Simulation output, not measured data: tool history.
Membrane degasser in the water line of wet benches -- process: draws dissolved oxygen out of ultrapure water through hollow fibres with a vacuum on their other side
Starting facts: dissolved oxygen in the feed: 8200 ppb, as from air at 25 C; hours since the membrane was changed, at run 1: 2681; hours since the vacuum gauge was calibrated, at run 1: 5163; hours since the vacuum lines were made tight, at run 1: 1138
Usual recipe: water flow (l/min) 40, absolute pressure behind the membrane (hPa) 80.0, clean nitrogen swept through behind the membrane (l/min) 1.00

run	day	water flow (l/min)	absolute pressure behind the membrane (hPa)	clean nitrogen swept through behind the membrane (l/min)	hours since the membrane was changed	hours since the vacuum gauge was calibrated	hours since the vacuum lines were made tight	dissolved oxygen in the water behind the degasser (ppb)	pressure that the water loses in the fibres (hPa)
1	0.000	40	80.0	1.00	2681	5163	1138	399.3	718.0
2	2.583	40	80.0	0.61	2743	5225	1200	579.9	719.9
3	4.983	40	80.0	1.00	2800	5283	1258	407.9	724.3
4	8.204	40	80.0	1.00	2878	5360	1335	405.3	720.9
5	11.371	40	80.0	1.60	2954	5436	1411	275.7	722.9
6	14.108	40	80.0	1.60	3019	5502	1477	278.7	723.5
7	17.642	40	80.0	0.73	3104	5587	1562	501.8	721.1
8	20.379	40	80.0	0.67	3170	5652	1627	538.8	725.7
9	23.467	40	80.0	0.67	3244	5726	1701	531.7	723.8
# day 23.679: vacuum gauge calibrated
10	26.879	40	80.0	0.67	3325	77	1783	547.1	727.4
11	28.525	40	80.0	0.67	3365	116	1822	548.7	722.9
12	31.979	40	80.0	0.67	3448	199	1905	547.3	726.9
# day 32.258: vacuum gauge calibrated, once more
13	35.496	40	80.0	0.67	3532	78	1989	511.7	730.3
14	39.100	24	49.2	0.67	3618	164	2076	125.8	434.7
15	42.183	31	63.2	0.52	3692	238	2150	328.8	563.7
16	44.275	31	63.2	0.52	3742	288	2200	330.7	562.3
17	46.071	31	63.2	0.52	3786	332	2243	333.5	562.0
18	48.796	41	63.2	0.87	3851	397	2308	289.3	747.1
19	51.050	41	63.2	0.87	3905	451	2362	286.1	742.6
20	54.800	61	80.0	1.00	3995	541	2452	548.5	1122.0
21	56.700	61	80.0	1.00	4041	587	2498	555.4	1119.4
22	59.762	61	80.0	1.00	4114	660	2571	537.4	1116.8

What if the next run were any one of these 4? Each begins from the tool's condition after run 22:
A	62.262	43	89.7	0.59	4174	720	2631	?	?
B	62.262	30	73.5	0.93	4174	720	2631	?	?
C	62.262	40	49.3	2.16	4174	720	2631	?	?
D	62.262	37	57.5	1.73	4174	720	2631	?	?

run	dissolved oxygen in the water behind the degasser (ppb)	pressure that the water loses in the fibres (hPa)
A	702.1	789.7
B	276.7	546.1
C	79.7	736.4
D	122.4	678.8
What these runs would have given with no unlogged condition in the tool:
run	dissolved oxygen in the water behind the degasser (ppb)	pressure that the water loses in the fibres (hPa)
A	696.7	748.5
B	272.7	517.3
C	75.7	698.0
D	118.7	643.3
